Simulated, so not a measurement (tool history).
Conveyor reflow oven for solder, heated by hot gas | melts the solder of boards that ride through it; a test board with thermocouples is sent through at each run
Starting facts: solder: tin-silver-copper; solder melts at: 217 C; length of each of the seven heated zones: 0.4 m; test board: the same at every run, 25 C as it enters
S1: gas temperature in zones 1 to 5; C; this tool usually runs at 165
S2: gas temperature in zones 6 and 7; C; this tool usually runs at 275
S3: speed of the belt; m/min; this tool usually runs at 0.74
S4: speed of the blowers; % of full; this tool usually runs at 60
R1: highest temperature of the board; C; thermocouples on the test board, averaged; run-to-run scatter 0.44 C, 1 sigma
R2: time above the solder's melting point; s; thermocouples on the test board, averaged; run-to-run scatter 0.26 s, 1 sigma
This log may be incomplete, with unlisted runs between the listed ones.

run 1 hour=0 | S1=165 S2=275 S3=0.74 S4=60 | R1=256.9 R2=49.2
run 2 hour=49.1 | S1=165 S2=275 S3=0.617 S4=60 | R1=262.5 R2=63.4
run 3 hour=87.8 | S1=179 S2=275 S3=0.74 S4=60 | R1=258.3 R2=53.6
run 4 hour=136.6 | S1=179 S2=275 S3=0.74 S4=60 | R1=258.5 R2=53.9
run 5 hour=184.8 | S1=179 S2=275 S3=0.74 S4=60 | R1=258.3 R2=53.7
run 6 hour=225.5 | S1=165 S2=275 S3=0.643 S4=60 | R1=259.6 R2=59.1
run 7 hour=271.6 | S1=165 S2=275 S3=0.74 S4=60 | R1=255.1 R2=47.9
run 8 hour=298.2 | S1=165 S2=275 S3=0.74 S4=60 | R1=255.1 R2=48.5
run 9 hour=329.2 | S1=165 S2=268 S3=0.74 S4=60 | R1=248.6 R2=43.7
run 10 hour=353.3 | S1=165 S2=268 S3=0.74 S4=60 | R1=249.4 R2=44
run 11 hour=403.4 | S1=171 S2=268 S3=0.74 S4=60 | R1=249.8 R2=45.8
run 12 hour=448 | S1=171 S2=268 S3=0.74 S4=60 | R1=248.3 R2=45.5
-- hour=500.6 flux residue cleaned out of gas plates and filters
run 13 hour=505.1 | S1=171 S2=268 S3=0.74 S4=60 | R1=251.3 R2=48.8
-- hour=518.7 thermocouples of zones 6 and 7 changed
run 14 hour=561.7 | S1=170 S2=271 S3=0.74 S4=75 | R1=259.2 R2=52.8
run 15 hour=617.5 | S1=170 S2=289 S3=0.787 S4=75 | R1=273.2 R2=54.7
run 16 hour=655.8 | S1=170 S2=282 S3=0.787 S4=80 | R1=267.7 R2=52.4
run 17 hour=685.7 | S1=165 S2=275 S3=0.694 S4=60 | R1=260.4 R2=54.9
run 18 hour=724.8 | S1=157 S2=275 S3=0.74 S4=73 | R1=259.7 R2=49.7
run 19 hour=774 | S1=157 S2=275 S3=0.74 S4=73 | R1=259.8 R2=48.8
run 20 hour=809.7 | S1=179 S2=270 S3=0.836 S4=86 | R1=255.5 R2=46.4
run 21 hour=835.9 | S1=151 S2=270 S3=0.836 S4=89 | R1=250.8 R2=37.5
run 22 hour=860 | S1=165 S2=287 S3=0.677 S4=59 | R1=272.4 R2=61.6
run 23 hour=915.1 | S1=168 S2=287 S3=0.872 S4=59 | R1=261.5 R2=44.2
run 24 hour=967.2 | S1=168 S2=287 S3=0.872 S4=59 | R1=261.2 R2=43.3
run 25 hour=990.8 | S1=151 S2=267 S3=0.872 S4=54 | R1=238.5 R2=27
run 26 hour=1039.6 | S1=167 S2=264 S3=0.74 S4=60 | R1=246.7 R2=43.2

Some steps in R1 between neighbouring runs. How much of each would the tool show without its hidden state too (settings, what came in, random variation), and how much is left for the hidden state, with any gauge scatter that isn't in both results?
Hidden state present: heat that the gas passes to the board, % of a clean oven's; belt's true speed, % of the reading; true gas temperature in zones 6 and 7 over the reading, C; drift of the gauge itself on peak_c, C; drift of the gauge itself on liquid_s, %.
Run 12 -> 13: flux residue cleaned out of gas plates and filters. R1 +3 C: hidden state +3.3, all else -0.3.
Run 13 -> 14: S1 171 -> 170, S2 268 -> 271, S4 60 -> 75, thermocouples of zones 6 and 7 changed. R1 +7.9 C: hidden state +1.9, all else +6.
Run 21 -> 22: S1 151 -> 165, S2 270 -> 287, S3 0.836 -> 0.677, S4 89 -> 59. R1 +21.6 C: hidden state +0.7, all else +20.9.
Run 24 -> 25: S1 168 -> 151, S2 287 -> 267, S4 59 -> 54. R1 -22.7 C: hidden state -0.2, all else -22.5.

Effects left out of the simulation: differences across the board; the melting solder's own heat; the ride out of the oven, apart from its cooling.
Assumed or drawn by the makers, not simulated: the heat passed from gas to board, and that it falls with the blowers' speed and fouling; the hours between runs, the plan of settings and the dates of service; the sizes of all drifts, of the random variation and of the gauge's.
